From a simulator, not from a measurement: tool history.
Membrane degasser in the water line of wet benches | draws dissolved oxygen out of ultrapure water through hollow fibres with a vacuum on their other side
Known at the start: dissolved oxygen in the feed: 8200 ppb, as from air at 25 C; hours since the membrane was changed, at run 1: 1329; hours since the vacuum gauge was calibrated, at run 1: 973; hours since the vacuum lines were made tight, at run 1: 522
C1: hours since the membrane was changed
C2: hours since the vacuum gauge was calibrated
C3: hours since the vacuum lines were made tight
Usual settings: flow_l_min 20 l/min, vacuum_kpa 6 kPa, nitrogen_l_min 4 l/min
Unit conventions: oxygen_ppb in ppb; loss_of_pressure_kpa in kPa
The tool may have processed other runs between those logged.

{"run": 1, "hour": 0.0, "flow_l_min": 20, "vacuum_kpa": 6, "nitrogen_l_min": 4, "C1": 1329, "C2": 973, "C3": 522, "oxygen_ppb": 35.9, "loss_of_pressure_kpa": 32.84}
{"run": 2, "hour": 20.9, "flow_l_min": 20, "vacuum_kpa": 6, "nitrogen_l_min": 3.57, "C1": 1349, "C2": 994, "C3": 542, "oxygen_ppb": 39.8, "loss_of_pressure_kpa": 32.64}
{"run": 3, "hour": 54.6, "flow_l_min": 20, "vacuum_kpa": 6, "nitrogen_l_min": 3.57, "C1": 1383, "C2": 1028, "C3": 576, "oxygen_ppb": 39.8, "loss_of_pressure_kpa": 32.64}
{"run": 4, "hour": 94.8, "flow_l_min": 20, "vacuum_kpa": 6, "nitrogen_l_min": 3.57, "C1": 1423, "C2": 1068, "C3": 616, "oxygen_ppb": 39.9, "loss_of_pressure_kpa": 32.63}
{"run": 5, "hour": 129.3, "flow_l_min": 20, "vacuum_kpa": 6, "nitrogen_l_min": 3.57, "C1": 1458, "C2": 1103, "C3": 651, "oxygen_ppb": 40, "loss_of_pressure_kpa": 32.66}
{"run": 6, "hour": 150.9, "flow_l_min": 20, "vacuum_kpa": 6, "nitrogen_l_min": 3.57, "C1": 1479, "C2": 1124, "C3": 672, "oxygen_ppb": 39.9, "loss_of_pressure_kpa": 32.68}
{"run": 7, "hour": 196.0, "flow_l_min": 20, "vacuum_kpa": 9.13, "nitrogen_l_min": 4, "C1": 1524, "C2": 1169, "C3": 717, "oxygen_ppb": 73.6, "loss_of_pressure_kpa": 32.69}
{"run": 8, "hour": 241.6, "flow_l_min": 20, "vacuum_kpa": 9.13, "nitrogen_l_min": 4, "C1": 1570, "C2": 1215, "C3": 763, "oxygen_ppb": 73.9, "loss_of_pressure_kpa": 32.9}
{"run": 9, "hour": 272.8, "flow_l_min": 20, "vacuum_kpa": 5.88, "nitrogen_l_min": 4, "C1": 1601, "C2": 1246, "C3": 794, "oxygen_ppb": 34.5, "loss_of_pressure_kpa": 32.71}
{"run": 10, "hour": 294.0, "flow_l_min": 20, "vacuum_kpa": 6, "nitrogen_l_min": 4, "C1": 1623, "C2": 1267, "C3": 816, "oxygen_ppb": 35.8, "loss_of_pressure_kpa": 32.77}
{"run": 11, "hour": 328.2, "flow_l_min": 20, "vacuum_kpa": 6, "nitrogen_l_min": 4, "C1": 1657, "C2": 1302, "C3": 850, "oxygen_ppb": 35.6, "loss_of_pressure_kpa": 32.5}
{"run": 12, "hour": 373.1, "flow_l_min": 20, "vacuum_kpa": 6, "nitrogen_l_min": 4, "C1": 1702, "C2": 1347, "C3": 895, "oxygen_ppb": 35.9, "loss_of_pressure_kpa": 32.77}
{"run": 13, "hour": 404.8, "flow_l_min": 20, "vacuum_kpa": 11.77, "nitrogen_l_min": 4, "C1": 1733, "C2": 1378, "C3": 926, "oxygen_ppb": 105.3, "loss_of_pressure_kpa": 32.8}
{"run": 14, "hour": 428.5, "flow_l_min": 20, "vacuum_kpa": 11.77, "nitrogen_l_min": 4, "C1": 1757, "C2": 1402, "C3": 950, "oxygen_ppb": 104.2, "loss_of_pressure_kpa": 32.64}
{"run": 15, "hour": 449.6, "flow_l_min": 20, "vacuum_kpa": 11.77, "nitrogen_l_min": 4, "C1": 1778, "C2": 1423, "C3": 971, "oxygen_ppb": 104.7, "loss_of_pressure_kpa": 32.76}
{"run": 16, "hour": 470.2, "flow_l_min": 20, "vacuum_kpa": 5.03, "nitrogen_l_min": 4, "C1": 1799, "C2": 1444, "C3": 992, "oxygen_ppb": 24, "loss_of_pressure_kpa": 32.71}
{"run": 17, "hour": 513.9, "flow_l_min": 20, "vacuum_kpa": 5.03, "nitrogen_l_min": 4, "C1": 1842, "C2": 1487, "C3": 1035, "oxygen_ppb": 24.2, "loss_of_pressure_kpa": 32.75}
{"run": 18, "hour": 544.1, "flow_l_min": 27, "vacuum_kpa": 3.8, "nitrogen_l_min": 7.29, "C1": 1873, "C2": 1518, "C3": 1066, "oxygen_ppb": 12.1, "loss_of_pressure_kpa": 44.23}
{"run": 19, "hour": 584.9, "flow_l_min": 20, "vacuum_kpa": 6, "nitrogen_l_min": 2.49, "C1": 1913, "C2": 1558, "C3": 1106, "oxygen_ppb": 55.5, "loss_of_pressure_kpa": 32.83}
{"run": 20, "hour": 607.0, "flow_l_min": 14, "vacuum_kpa": 6, "nitrogen_l_min": 6.27, "C1": 1936, "C2": 1580, "C3": 1128, "oxygen_ppb": 15.6, "loss_of_pressure_kpa": 22.79}
{"run": 21, "hour": 640.8, "flow_l_min": 15, "vacuum_kpa": 6, "nitrogen_l_min": 1.78, "C1": 1969, "C2": 1614, "C3": 1162, "oxygen_ppb": 56.8, "loss_of_pressure_kpa": 24.54}
{"run": 22, "hour": 679.7, "flow_l_min": 18, "vacuum_kpa": 6, "nitrogen_l_min": 11.42, "C1": 2008, "C2": 1653, "C3": 1201, "oxygen_ppb": 12.1, "loss_of_pressure_kpa": 29.53}
{"run": 23, "hour": 701.8, "flow_l_min": 19, "vacuum_kpa": 6, "nitrogen_l_min": 1.98, "C1": 2030, "C2": 1675, "C3": 1223, "oxygen_ppb": 64.8, "loss_of_pressure_kpa": 31.01}
{"run": 24, "hour": 731.2, "flow_l_min": 12, "vacuum_kpa": 7.13, "nitrogen_l_min": 6.06, "C1": 2060, "C2": 1705, "C3": 1253, "oxygen_ppb": 19.7, "loss_of_pressure_kpa": 19.55}
{"run": 25, "hour": 776.4, "flow_l_min": 20, "vacuum_kpa": 10.47, "nitrogen_l_min": 4.79, "C1": 2105, "C2": 1750, "C3": 1298, "oxygen_ppb": 75.7, "loss_of_pressure_kpa": 32.71}
{"run": 26, "hour": 814.8, "flow_l_min": 20, "vacuum_kpa": 6, "nitrogen_l_min": 3.45, "C1": 2143, "C2": 1788, "C3": 1336, "oxygen_ppb": 41, "loss_of_pressure_kpa": 32.77}
{"run": 27, "hour": 854.9, "flow_l_min": 27, "vacuum_kpa": 6.92, "nitrogen_l_min": 4, "C1": 2183, "C2": 1828, "C3": 1376, "oxygen_ppb": 67.1, "loss_of_pressure_kpa": 44.31}
{"run": 28, "hour": 875.0, "flow_l_min": 14, "vacuum_kpa": 6.15, "nitrogen_l_min": 6.83, "C1": 2204, "C2": 1848, "C3": 1397, "oxygen_ppb": 15.5, "loss_of_pressure_kpa": 22.88}
{"run": 29, "hour": 893.6, "flow_l_min": 29, "vacuum_kpa": 6, "nitrogen_l_min": 9.27, "C1": 2222, "C2": 1867, "C3": 1415, "oxygen_ppb": 30.2, "loss_of_pressure_kpa": 47.47}
{"run": 30, "hour": 938.9, "flow_l_min": 14, "vacuum_kpa": 6, "nitrogen_l_min": 2.15, "C1": 2267, "C2": 1912, "C3": 1460, "oxygen_ppb": 44.2, "loss_of_pressure_kpa": 22.87}
{"run": 31, "hour": 981.1, "flow_l_min": 20, "vacuum_kpa": 6, "nitrogen_l_min": 2.37, "C1": 2310, "C2": 1955, "C3": 1503, "oxygen_ppb": 58.1, "loss_of_pressure_kpa": 32.66}
{"run": 32, "hour": 1019.3, "flow_l_min": 20, "vacuum_kpa": 6, "nitrogen_l_min": 2.37, "C1": 2348, "C2": 1993, "C3": 1541, "oxygen_ppb": 57.7, "loss_of_pressure_kpa": 32.5}

What if the next run were any one of these 4? Each begins from the tool's condition after run 32:
{"run": "A", "hour": 1063.1, "flow_l_min": 13, "vacuum_kpa": 3.69, "nitrogen_l_min": 7.79, "C1": 2392, "C2": 2037, "C3": 1585, "oxygen_ppb": "?", "loss_of_pressure_kpa": "?"}
{"run": "B", "hour": 1063.1, "flow_l_min": 28, "vacuum_kpa": 9.97, "nitrogen_l_min": 3.23, "C1": 2392, "C2": 2037, "C3": 1585, "oxygen_ppb": "?", "loss_of_pressure_kpa": "?"}
{"run": "C", "hour": 1063.1, "flow_l_min": 20, "vacuum_kpa": 8.71, "nitrogen_l_min": 4, "C1": 2392, "C2": 2037, "C3": 1585, "oxygen_ppb": "?", "loss_of_pressure_kpa": "?"}
{"run": "D", "hour": 1063.1, "flow_l_min": 12, "vacuum_kpa": 4.25, "nitrogen_l_min": 3.53, "C1": 2392, "C2": 2037, "C3": 1585, "oxygen_ppb": "?", "loss_of_pressure_kpa": "?"}

run=A oxygen_ppb=2.4 loss_of_pressure_kpa=21.29
run=B oxygen_ppb=143.2 loss_of_pressure_kpa=45.72
run=C oxygen_ppb=68.4 loss_of_pressure_kpa=32.61
run=D oxygen_ppb=9 loss_of_pressure_kpa=19.61
Take away the tool's hidden state, keep each run's random variation, and the runs would have read:
run=A oxygen_ppb=2.4 loss_of_pressure_kpa=21.29
run=B oxygen_ppb=143.1 loss_of_pressure_kpa=45.71
run=C oxygen_ppb=68.4 loss_of_pressure_kpa=32.6
run=D oxygen_ppb=9 loss_of_pressure_kpa=19.61
